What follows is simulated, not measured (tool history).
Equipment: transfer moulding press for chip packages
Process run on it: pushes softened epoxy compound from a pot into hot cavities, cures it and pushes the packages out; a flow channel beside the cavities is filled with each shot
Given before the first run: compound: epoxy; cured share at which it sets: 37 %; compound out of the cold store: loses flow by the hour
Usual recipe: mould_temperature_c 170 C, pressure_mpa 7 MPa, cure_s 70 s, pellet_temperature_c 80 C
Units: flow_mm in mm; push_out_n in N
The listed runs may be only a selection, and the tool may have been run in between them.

run    day  mould_temperature_c  pressure_mpa  cure_s  pellet_temperature_c  incoming compound's hours out of the cold store  flow_mm  push_out_n
  1      0                  170             7      70                    80                                               30      670         780
  2  0.867                  170          6.26      70                    80                                             33.8      625         782
  3  1.812                  170          6.26      70                    80                                             29.7      632         763
  4  2.796                  170          6.26      70                    80                                             39.6      611         739
  5    3.3                  170          6.26      70                    80                                             10.6      666         820
  6    4.1                  170          6.26      70                    81                                              8.9      673         837
  7  4.808                  170             7      70                    80                                             31.2      664         761
  8  5.921                  165          5.47      76                    78                                               46      584         938
  9  7.025                  165          5.47      76                    78                                             24.8      614         971
 10  7.629                  167          8.24     103                    89                                             30.3      734         482
 11  8.188                  167          8.24     103                    89                                             26.3      744         492
 12  8.942                  170          5.72      70                    80                                             30.1      607         777
 13  9.942                  170          5.92      70                    73                                             19.2      637         832

Missing from the log above: 9 entries noted between runs. For each, name the pair of listed runs it sits between and say how the tool's hidden condition differs from the listed run just before to the listed run just after:
From run 1 to run 2: cavities cleaned with cleaning compound and waxed (day 0.375); mould's thermocouples calibrated (day 0.754)
  true mould temperature over the reading, C: 0.03 -> 0; pressure that reaches the compound, % of what is set: 99.81 -> 99.79; grip of the stained cavities, % over clean ones': 1.7 -> 0.9
From run 3 to run 4: cavities cleaned with cleaning compound and waxed (day 1.925); plunger's sealing rings changed (day 2.629)
  pressure that reaches the compound, % of what is set: 99.77 -> 99.99; grip of the stained cavities, % over clean ones': 1.8 -> 1.4
From run 5 to run 6: cavities cleaned with cleaning compound and waxed (day 3.533)
  pressure that reaches the compound, % of what is set: 99.98 -> 99.96; grip of the stained cavities, % over clean ones': 1.8 -> 1.2
From run 7 to run 8: cavities cleaned with cleaning compound and waxed (day 5.042)
  pressure that reaches the compound, % of what is set: 99.95 -> 99.92; grip of the stained cavities, % over clean ones': 1.8 -> 1.5
From run 8 to run 9: cavities cleaned with cleaning compound and waxed (day 6.542)
  true mould temperature over the reading, C: 0 -> 0.01; pressure that reaches the compound, % of what is set: 99.92 -> 99.89; grip of the stained cavities, % over clean ones': 1.5 -> 1.1
From run 10 to run 11: cavities cleaned with cleaning compound and waxed (day 8.029)
  pressure that reaches the compound, % of what is set: 99.88 -> 99.87; grip of the stained cavities, % over clean ones': 1.7 -> 0.5
From run 12 to run 13: cavities cleaned with cleaning compound and waxed (day 9.533)
  pressure that reaches the compound, % of what is set: 99.85 -> 99.83; grip of the stained cavities, % over clean ones': 1.5 -> 1

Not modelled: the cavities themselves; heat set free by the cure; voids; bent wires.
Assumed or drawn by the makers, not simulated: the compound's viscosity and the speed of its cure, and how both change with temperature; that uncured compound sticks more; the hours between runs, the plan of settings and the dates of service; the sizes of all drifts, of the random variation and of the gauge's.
